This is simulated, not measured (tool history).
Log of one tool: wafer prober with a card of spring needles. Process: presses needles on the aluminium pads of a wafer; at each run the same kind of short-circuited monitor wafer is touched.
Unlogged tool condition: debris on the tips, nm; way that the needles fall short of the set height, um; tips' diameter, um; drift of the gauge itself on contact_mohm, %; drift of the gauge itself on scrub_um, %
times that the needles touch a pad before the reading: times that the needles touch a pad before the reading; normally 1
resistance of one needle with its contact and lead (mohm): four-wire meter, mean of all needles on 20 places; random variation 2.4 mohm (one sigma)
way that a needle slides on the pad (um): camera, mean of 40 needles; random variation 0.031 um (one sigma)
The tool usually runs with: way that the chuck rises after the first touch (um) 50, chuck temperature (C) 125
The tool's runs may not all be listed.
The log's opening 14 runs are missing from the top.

| run | hour | way that the chuck rises after the first touch (um) | chuck temperature (C) | times that the needles touch a pad before the reading | touches since the tips were cleaned | cleanings since the card got new needles | touches since the first contact's height was set | resistance of one needle with its contact and lead (mohm) | way that a needle slides on the pad (um) |
|---|---|---|---|---|---|---|---|---|---|
|  | 116.6 | tips cleaned on abrasive film |
| 15 | 118.5 | 50 | 123 | 1 | 424 | 16 | 34565 | 327 | 9.07 |
|  | 126.1 | tips cleaned on abrasive film |
| 16 | 127 | 50 | 123 | 1 | 204 | 17 | 36413 | 310 | 9.11 |
|  | 136.2 | tips cleaned on abrasive film |
| 17 | 137 | 43 | 103 | 3 | 192 | 18 | 38596 | 291 | 7.78 |
| 18 | 145.2 | 43 | 103 | 3 | 1991 | 18 | 40395 | 338 | 7.77 |
|  | 146 | tips cleaned on abrasive film |
| 19 | 155.1 | 57 | 68 | 2 | 1998 | 19 | 42550 | 316 | 10.39 |
|  | 156.2 | tips cleaned on abrasive film |
| 20 | 163.9 | 57 | 68 | 2 | 1711 | 20 | 44465 | 314 | 10.39 |
|  | 166 | tips cleaned on abrasive film |
| 21 | 173.8 | 57 | 68 | 2 | 1717 | 21 | 46606 | 312 | 10.39 |
|  | 175.4 | tips cleaned on abrasive film |
| 22 | 181.1 | 57 | 68 | 2 | 1250 | 22 | 48189 | 306 | 10.32 |
|  | 185.2 | tips cleaned on abrasive film |
| 23 | 188.8 | 57 | 68 | 2 | 781 | 23 | 49853 | 293 | 10.29 |
|  | 195 | tips cleaned on abrasive film |
| 24 | 198.4 | 57 | 68 | 3 | 751 | 24 | 51948 | 277 | 10.29 |
|  | 204.7 | tips cleaned on abrasive film |
| 25 | 209.6 | 57 | 68 | 3 | 1079 | 25 | 54389 | 282 | 10.29 |
|  | 214.4 | tips cleaned on abrasive film |
| 26 | 220 | 50 | 85 | 2 | 1234 | 26 | 56668 | 328 | 9.04 |
|  | 224 | tips cleaned on abrasive film |
| 27 | 231.6 | 50 | 85 | 2 | 1670 | 27 | 59189 | 340 | 9.09 |
|  | 234.2 | tips cleaned on abrasive film |
| 28 | 239.4 | 50 | 85 | 2 | 1133 | 28 | 60874 | 324 | 8.94 |
|  | 243.9 | tips cleaned on abrasive film |
| 29 | 246.4 | 50 | 60 | 1 | 548 | 29 | 62386 | 308 | 8.95 |
|  | 253.5 | tips cleaned on abrasive film |
| 30 | 258 | 50 | 40 | 2 | 992 | 30 | 64926 | 313 | 8.97 |
|  | 263.1 | tips cleaned on abrasive film |
| 31 | 268.3 | 50 | 125 | 2 | 1137 | 31 | 67159 | 329 | 8.9 |
|  | 273 | tips cleaned on abrasive film |
| 32 | 275.4 | 50 | 125 | 2 | 527 | 32 | 68712 | 315 | 8.92 |

Consider 4 possible next runs. They are alternatives, not a sequence: every one starts from the tool as it was left by run 32. What does each give?
| A | 280.9 | 58 | 26 | 3 | 1721 | 32 | 69906 | ? | ? |
| B | 280.9 | 41 | 44 | 2 | 1721 | 32 | 69906 | ? | ? |
| C | 280.9 | 50 | 78 | 1 | 1721 | 32 | 69906 | ? | ? |
| D | 280.9 | 47 | 48 | 1 | 1721 | 32 | 69906 | ? | ? |

| run | resistance of one needle with its contact and lead (mohm) | way that a needle slides on the pad (um) |
|---|---|---|
| A | 283 | 10.46 |
| B | 381 | 7.23 |
| C | 396 | 8.91 |
| D | 407 | 8.34 |
Stripped of hidden state, with their random variation kept, the same runs would have yielded:
| run | resistance of one needle with its contact and lead (mohm) | way that a needle slides on the pad (um) |
|---|---|---|
| A | 243 | 10.89 |
| B | 258 | 7.66 |
| C | 264 | 9.35 |
| D | 253 | 8.78 |

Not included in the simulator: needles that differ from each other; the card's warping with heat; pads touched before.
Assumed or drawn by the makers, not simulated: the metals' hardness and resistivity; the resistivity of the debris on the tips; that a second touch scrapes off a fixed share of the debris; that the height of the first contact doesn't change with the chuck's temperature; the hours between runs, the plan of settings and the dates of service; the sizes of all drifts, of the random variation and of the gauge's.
